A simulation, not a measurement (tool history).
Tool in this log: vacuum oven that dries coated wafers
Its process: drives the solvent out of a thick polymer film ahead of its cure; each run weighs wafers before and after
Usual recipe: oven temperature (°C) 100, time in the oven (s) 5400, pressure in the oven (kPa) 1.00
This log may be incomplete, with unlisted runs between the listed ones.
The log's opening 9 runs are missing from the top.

{"run": 10, "hour": 104.8, "oven temperature (°C)": 100, "time in the oven (s)": 5400, "pressure in the oven (kPa)": 1.0, "solvent left in the film (%)": 1.34}
{"run": 11, "hour": 117.9, "oven temperature (°C)": 100, "time in the oven (s)": 5400, "pressure in the oven (kPa)": 1.01, "solvent left in the film (%)": 1.39}
{"run": 12, "hour": 132.5, "oven temperature (°C)": 100, "time in the oven (s)": 5580, "pressure in the oven (kPa)": 1.0, "solvent left in the film (%)": 1.29}
{"run": 13, "hour": 140.3, "oven temperature (°C)": 100, "time in the oven (s)": 9300, "pressure in the oven (kPa)": 1.0, "solvent left in the film (%)": 0.67}
{"run": 14, "hour": 154.7, "oven temperature (°C)": 100, "time in the oven (s)": 5400, "pressure in the oven (kPa)": 2.5, "solvent left in the film (%)": 2.02}
{"hour": 157.8, "done": "oven's thermocouples calibrated"}
{"run": 15, "hour": 172.9, "oven temperature (°C)": 100, "time in the oven (s)": 5400, "pressure in the oven (kPa)": 2.5, "solvent left in the film (%)": 1.96}
{"hour": 185.3, "done": "oven's thermocouples calibrated, once more"}
{"run": 16, "hour": 189.5, "oven temperature (°C)": 96, "time in the oven (s)": 5400, "pressure in the oven (kPa)": 2.5, "solvent left in the film (%)": 2.92}
{"run": 17, "hour": 203.1, "oven temperature (°C)": 96, "time in the oven (s)": 5400, "pressure in the oven (kPa)": 2.5, "solvent left in the film (%)": 2.91}
{"run": 18, "hour": 212.0, "oven temperature (°C)": 96, "time in the oven (s)": 6180, "pressure in the oven (kPa)": 0.59, "solvent left in the film (%)": 1.63}
{"run": 19, "hour": 224.6, "oven temperature (°C)": 110, "time in the oven (s)": 5100, "pressure in the oven (kPa)": 2.01, "solvent left in the film (%)": 0.92}
{"run": 20, "hour": 241.7, "oven temperature (°C)": 100, "time in the oven (s)": 2700, "pressure in the oven (kPa)": 3.53, "solvent left in the film (%)": 4.59}
{"run": 21, "hour": 256.2, "oven temperature (°C)": 100, "time in the oven (s)": 4620, "pressure in the oven (kPa)": 1.0, "solvent left in the film (%)": 1.87}
{"run": 22, "hour": 263.5, "oven temperature (°C)": 113, "time in the oven (s)": 8100, "pressure in the oven (kPa)": 0.52, "solvent left in the film (%)": 0.18}
{"run": 23, "hour": 276.1, "oven temperature (°C)": 113, "time in the oven (s)": 8100, "pressure in the oven (kPa)": 0.52, "solvent left in the film (%)": 0.22}
{"run": 24, "hour": 286.3, "oven temperature (°C)": 113, "time in the oven (s)": 8100, "pressure in the oven (kPa)": 0.52, "solvent left in the film (%)": 0.23}
{"run": 25, "hour": 300.2, "oven temperature (°C)": 89, "time in the oven (s)": 3240, "pressure in the oven (kPa)": 0.52, "solvent left in the film (%)": 5.55}
{"run": 26, "hour": 315.0, "oven temperature (°C)": 101, "time in the oven (s)": 4140, "pressure in the oven (kPa)": 0.83, "solvent left in the film (%)": 1.9}
{"run": 27, "hour": 326.6, "oven temperature (°C)": 101, "time in the oven (s)": 4140, "pressure in the oven (kPa)": 0.83, "solvent left in the film (%)": 1.91}
{"run": 28, "hour": 339.8, "oven temperature (°C)": 89, "time in the oven (s)": 5400, "pressure in the oven (kPa)": 1.0, "solvent left in the film (%)": 3.73}
{"run": 29, "hour": 351.5, "oven temperature (°C)": 100, "time in the oven (s)": 6780, "pressure in the oven (kPa)": 1.94, "solvent left in the film (%)": 1.5}
{"run": 30, "hour": 359.4, "oven temperature (°C)": 100, "time in the oven (s)": 5160, "pressure in the oven (kPa)": 0.82, "solvent left in the film (%)": 1.46}
{"run": 31, "hour": 371.0, "oven temperature (°C)": 98, "time in the oven (s)": 5160, "pressure in the oven (kPa)": 1.41, "solvent left in the film (%)": 2.13}
{"run": 32, "hour": 386.7, "oven temperature (°C)": 98, "time in the oven (s)": 5160, "pressure in the oven (kPa)": 1.41, "solvent left in the film (%)": 2.11}
{"hour": 394.4, "done": "vacuum gauge cleaned of residue and calibrated"}
{"run": 33, "hour": 400.6, "oven temperature (°C)": 100, "time in the oven (s)": 6060, "pressure in the oven (kPa)": 2.65, "solvent left in the film (%)": 1.9}

Consider 3 possible next runs. They are alternatives, not a sequence: every one starts from the tool as it was left by run 33. What does each give?
{"run": "A", "hour": 416.6, "oven temperature (°C)": 88, "time in the oven (s)": 8220, "pressure in the oven (kPa)": 2.14, "solvent left in the film (%)": "?"}
{"run": "B", "hour": 416.6, "oven temperature (°C)": 93, "time in the oven (s)": 4920, "pressure in the oven (kPa)": 1.0, "solvent left in the film (%)": "?"}
{"run": "C", "hour": 416.6, "oven temperature (°C)": 100, "time in the oven (s)": 4440, "pressure in the oven (kPa)": 1.0, "solvent left in the film (%)": "?"}

run=A solvent_left_in_the_film_(%)=3.08
run=B solvent_left_in_the_film_(%)=2.96
run=C solvent_left_in_the_film_(%)=1.83
Had the tool no hidden state, the same runs would have come out as:
run=A solvent_left_in_the_film_(%)=3.11
run=B solvent_left_in_the_film_(%)=2.99
run=C solvent_left_in_the_film_(%)=1.86

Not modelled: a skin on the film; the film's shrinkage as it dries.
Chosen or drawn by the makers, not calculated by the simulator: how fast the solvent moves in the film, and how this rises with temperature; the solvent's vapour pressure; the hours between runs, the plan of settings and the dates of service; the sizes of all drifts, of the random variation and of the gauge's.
